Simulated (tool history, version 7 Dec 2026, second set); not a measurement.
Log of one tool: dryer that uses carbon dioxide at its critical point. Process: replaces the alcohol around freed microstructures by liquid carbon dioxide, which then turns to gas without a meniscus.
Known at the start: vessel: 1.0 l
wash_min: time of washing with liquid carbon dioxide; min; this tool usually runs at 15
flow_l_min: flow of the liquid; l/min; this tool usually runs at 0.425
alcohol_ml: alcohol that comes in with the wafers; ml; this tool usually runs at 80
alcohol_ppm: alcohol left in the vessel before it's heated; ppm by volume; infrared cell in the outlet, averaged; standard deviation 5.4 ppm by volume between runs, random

| run | hour | wash_min | flow_l_min | alcohol_ml | alcohol_ppm |
|---|---|---|---|---|---|
| 1 | 0 | 15 | 0.425 | 80 | 288 |
| 2 | 31.8 | 15 | 0.425 | 100 | 359 |
| 3 | 49.9 | 15 | 0.425 | 100 | 368 |
| 4 | 87.2 | 15 | 0.425 | 81 | 330 |
| 5 | 125.7 | 11 | 0.425 | 80 | 1353 |
| 6 | 157 | 11 | 0.425 | 80 | 1386 |
| 7 | 182.8 | 11 | 0.425 | 80 | 1444 |
| 8 | 214.5 | 15 | 0.425 | 80 | 402 |
| 9 | 241.3 | 15 | 0.425 | 80 | 413 |
| 10 | 268.2 | 15 | 0.425 | 80 | 423 |
| 11 | 290.8 | 15 | 0.425 | 80 | 426 |
|  | 310.2 | purifier's bed changed |
|  | 314.4 | inlet filter changed |
| 12 | 330.8 | 15 | 0.425 | 80 | 156 |
| 13 | 354.5 | 15 | 0.48 | 80 | 69 |
| 14 | 379 | 15 | 0.48 | 80 | 81 |
| 15 | 413.2 | 15 | 0.627 | 80 | 26 |
| 16 | 434.3 | 15 | 0.627 | 80 | 24 |
| 17 | 450.5 | 15 | 0.627 | 80 | 31 |
| 18 | 467.2 | 15 | 0.425 | 80 | 193 |
| 19 | 487.5 | 15 | 0.425 | 80 | 205 |
| 20 | 505.5 | 15 | 0.425 | 80 | 215 |
| 21 | 536.5 | 15 | 0.425 | 21 | 80 |
| 22 | 563.5 | 15 | 0.494 | 21 | 41 |
| 23 | 593.6 | 15 | 0.425 | 80 | 244 |
| 24 | 625.3 | 15 | 0.425 | 80 | 263 |
| 25 | 650 | 15 | 0.425 | 80 | 266 |
| 26 | 671.6 | 15 | 0.714 | 49 | 55 |
| 27 | 703.8 | 15 | 0.297 | 68 | 1252 |
| 28 | 725.2 | 15 | 0.338 | 80 | 892 |
| 29 | 741 | 15 | 0.338 | 80 | 929 |
| 30 | 774.9 | 15 | 0.338 | 80 | 931 |
| 31 | 808.2 | 11 | 0.425 | 62 | 1028 |
| 32 | 845.4 | 11 | 0.425 | 62 | 1088 |
| 33 | 866.5 | 11 | 0.425 | 62 | 1096 |
| 34 | 884.5 | 14 | 0.443 | 97 | 512 |
| 35 | 918.2 | 14 | 0.443 | 97 | 527 |
| 36 | 945.3 | 15 | 0.276 | 44 | 1380 |
| 37 | 977.8 | 11 | 0.677 | 54 | 157 |
| 38 | 999.4 | 11 | 0.677 | 54 | 172 |
|  | 1030.1 | purifier's bed changed |
|  | 1035.7 | inlet filter changed |
| 39 | 1035.9 | 19 | 0.399 | 35 | 32 |
| 40 | 1063.7 | 15 | 0.392 | 80 | 257 |
| 41 | 1098.8 | 15 | 0.392 | 80 | 272 |
| 42 | 1116.9 | 14 | 0.296 | 80 | 1467 |
| 43 | 1135.8 | 14 | 0.296 | 80 | 1513 |
| 44 | 1155.4 | 14 | 0.296 | 80 | 1548 |
| 45 | 1187.5 | 12 | 0.541 | 35 | 85 |
| 46 | 1218.5 | 12 | 0.541 | 35 | 90 |

Consider 4 possible next runs. They are alternatives, not a sequence: every one starts from the tool as it was left by run 46. What does each give?
| A | 1257.5 | 23 | 0.431 | 35 | ? |
| B | 1257.5 | 10 | 0.309 | 48 | ? |
| C | 1257.5 | 22 | 0.541 | 35 | ? |
| D | 1257.5 | 15 | 0.512 | 80 | ? |

| run | alcohol_ppm |
|---|---|
| A | 29 |
| B | 2711 |
| C | 27 |
| D | 85 |
Stripped of hidden state, with their random variation kept, the same runs would have yielded:
| run | alcohol_ppm |
|---|---|
| A | 5 |
| B | 2310 |
| C | 3 |
| D | 44 |

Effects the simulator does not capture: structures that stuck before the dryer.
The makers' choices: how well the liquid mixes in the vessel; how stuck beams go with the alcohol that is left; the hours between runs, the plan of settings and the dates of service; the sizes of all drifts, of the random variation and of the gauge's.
